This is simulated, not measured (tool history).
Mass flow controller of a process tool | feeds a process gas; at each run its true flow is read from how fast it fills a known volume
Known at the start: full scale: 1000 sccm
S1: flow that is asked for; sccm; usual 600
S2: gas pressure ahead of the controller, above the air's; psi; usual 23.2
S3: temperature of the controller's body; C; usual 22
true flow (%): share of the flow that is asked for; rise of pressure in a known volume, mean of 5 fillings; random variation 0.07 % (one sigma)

Run 1, hour 0: usual settings. Result: true flow (%) 100.18.
Run 2, hour 111: usual settings. Result: true flow (%) 100.23.
Run 3, hour 236.8: usual settings but S3 32 C. Result: true flow (%) 99.14.
Run 4, hour 307.1: usual settings but S3 32 C. Result: true flow (%) 99.13.
Run 5, hour 382: usual settings. Result: true flow (%) 100.17.
Run 6, hour 533.8: usual settings but S3 36 C. Result: true flow (%) 98.84.
Run 7, hour 692.8: usual settings but S3 36 C. Result: true flow (%) 98.94.
Run 8, hour 760.8: usual settings but S3 36 C. Result: true flow (%) 98.93.
Run 9, hour 914.4: usual settings but S1 504 sccm. Result: true flow (%) 100.54.
Run 10, hour 1015.8: usual settings but S1 504 sccm. Result: true flow (%) 100.68.
Run 11, hour 1104.5: usual settings but S1 504 sccm. Result: true flow (%) 100.91.
Run 12, hour 1182.8: usual settings but S1 327 sccm, S2 40.6 psi, S3 36 C. Result: true flow (%) 99.88.
Run 13, hour 1314.4: usual settings but S1 392 sccm, S2 21.2 psi, S3 26 C. Result: true flow (%) 100.45.
Run 14, hour 1436.6: usual settings but S2 34.5 psi. Result: true flow (%) 101.21.
Run 15, hour 1521.2: usual settings but S2 34.5 psi. Result: true flow (%) 101.26.
Run 16, hour 1663: usual settings but S1 119 sccm, S3 28 C. Result: true flow (%) 105.35.
Run 17, hour 1757.2: usual settings but S1 205 sccm, S2 28.4 psi, S3 38 C. Result: true flow (%) 101.39.

Taken out of this log: 1 entry between the listed runs. Where each belongs, and how the hidden state differs across it:
Between runs 9 and 10: controller's zero set anew (hour 923.7)
  flow at rest that the sensor doesn't see, % of full scale: 0.687 -> 0.851; true flow over the shown one, %: 0.48 -> 0.5
  measured less the result without the state, true flow (%): +1.84 -> +2.18
